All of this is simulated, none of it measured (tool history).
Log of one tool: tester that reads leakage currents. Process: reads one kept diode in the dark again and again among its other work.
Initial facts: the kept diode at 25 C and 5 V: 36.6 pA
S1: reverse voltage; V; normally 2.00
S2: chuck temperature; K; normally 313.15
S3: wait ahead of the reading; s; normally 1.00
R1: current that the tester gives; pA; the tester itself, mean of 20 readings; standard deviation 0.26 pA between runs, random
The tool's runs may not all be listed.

Run 1, hour 0.0: usual settings. Result: R1 89.38 pA.
Run 2, hour 29.9: usual settings. Result: R1 89.75 pA.
Run 3, hour 56.1: usual settings but S1 13.96 V. Result: R1 204.24 pA.
Run 4, hour 77.1: usual settings but S2 304.15 K. Result: R1 45.34 pA.
Run 5, hour 109.6: usual settings but S1 9.64 V, S2 304.15 K. Result: R1 91.36 pA.
Run 6, hour 149.0: usual settings but S1 9.64 V, S2 304.15 K. Result: R1 91.47 pA.
Run 7, hour 188.4: usual settings but S1 9.64 V, S2 304.15 K. Result: R1 91.98 pA.
Run 8, hour 234.2: usual settings. Result: R1 89.84 pA.
Run 9, hour 253.8: usual settings. Result: R1 90.26 pA.
Run 10, hour 293.0: usual settings but S2 299.15 K. Result: R1 31.20 pA.
Run 11, hour 333.1: usual settings but S2 301.15 K. Result: R1 36.34 pA.
Run 12, hour 357.2: usual settings but S2 301.15 K. Result: R1 36.41 pA.
At hour 361.6: tester calibrated.
Run 13, hour 393.2: usual settings. Result: R1 90.96 pA.
Run 14, hour 418.3: usual settings. Result: R1 91.08 pA.
Run 15, hour 447.0: usual settings. Result: R1 91.29 pA.
Run 16, hour 480.8: usual settings but S2 322.15 K. Result: R1 174.33 pA.
Run 17, hour 528.6: usual settings but S2 301.15 K. Result: R1 36.91 pA.
Run 18, hour 550.0: usual settings but S2 301.15 K. Result: R1 36.77 pA.
At hour 570.3: tester calibrated, once more.
Run 19, hour 578.1: usual settings. Result: R1 91.67 pA.
Run 20, hour 614.8: usual settings but S3 0.78 s. Result: R1 91.79 pA.
Run 21, hour 656.0: usual settings but S1 1.87 V, S2 333.15 K, S3 1.39 s. Result: R1 366.81 pA.
Run 22, hour 677.2: usual settings but S1 13.43 V, S2 305.15 K, S3 0.36 s. Result: R1 120.90 pA.
Run 23, hour 719.1: usual settings but S1 13.43 V, S2 309.15 K, S3 9.25 s. Result: R1 156.63 pA.
Run 24, hour 764.4: usual settings but S1 3.02 V, S2 318.15 K, S3 4.75 s. Result: R1 157.90 pA.
Run 25, hour 798.2: usual settings but S1 3.02 V, S2 318.15 K, S3 4.75 s. Result: R1 157.58 pA.
Run 26, hour 843.9: usual settings but S1 18.75 V, S2 318.15 K, S3 8.85 s. Result: R1 341.70 pA.
Run 27, hour 875.4: usual settings but S1 6.95 V, S2 308.15 K, S3 5.30 s. Result: R1 108.13 pA.
Run 28, hour 907.8: usual settings but S3 0.44 s. Result: R1 92.76 pA.
Run 29, hour 954.2: usual settings but S3 0.44 s. Result: R1 92.89 pA.
Run 30, hour 997.2: usual settings but S1 5.20 V, S2 299.15 K, S3 0.44 s. Result: R1 51.02 pA.
Run 31, hour 1035.0: usual settings but S1 5.03 V, S2 328.15 K, S3 2.17 s. Result: R1 394.64 pA.
Run 32, hour 1071.4: usual settings but S1 5.03 V, S2 328.15 K, S3 2.17 s. Result: R1 397.66 pA.
Run 33, hour 1116.8: usual settings but S2 317.15 K. Result: R1 125.01 pA.
Run 34, hour 1162.0: usual settings but S1 7.07 V, S2 323.15 K, S3 5.01 s. Result: R1 324.85 pA.
Run 35, hour 1189.5: usual settings but S1 7.07 V, S2 323.15 K, S3 5.01 s. Result: R1 324.55 pA.
Run 36, hour 1214.1: usual settings but S1 7.15 V, S2 319.15 K. Result: R1 247.16 pA.
Run 37, hour 1246.7: usual settings but S1 14.38 V, S3 6.34 s. Result: R1 219.90 pA.
Run 38, hour 1282.5: usual settings but S1 14.38 V, S3 6.34 s. Result: R1 220.20 pA.
Run 39, hour 1312.2: usual settings but S1 1.26 V, S2 298.15 K. Result: R1 24.82 pA.

Consider 5 possible next runs. They are alternatives, not a sequence: every one starts from the tool as it was left by run 39. What does each give?
Run A, hour 1346.9: usual settings but S1 3.60 V, S2 307.15 K, S3 2.56 s. Result: R1 ?.
Run B, hour 1346.9: usual settings but S1 4.60 V. Result: R1 ?.
Run C, hour 1346.9: usual settings but S1 9.43 V, S2 296.15 K, S3 0.66 s. Result: R1 ?.
Run D, hour 1346.9: usual settings but S2 305.15 K. Result: R1 ?.
Run E, hour 1346.9: usual settings but S1 14.08 V, S2 295.15 K, S3 0.34 s. Result: R1 ?.

run      R1
  A   77.96
  B  133.95
  C   57.83
  D   51.60
  E   70.45
Had the tool no hidden state, the same runs would have come out as:
run      R1
  A   67.93
  B  119.23
  C   41.00
  D   45.47
  E   46.41
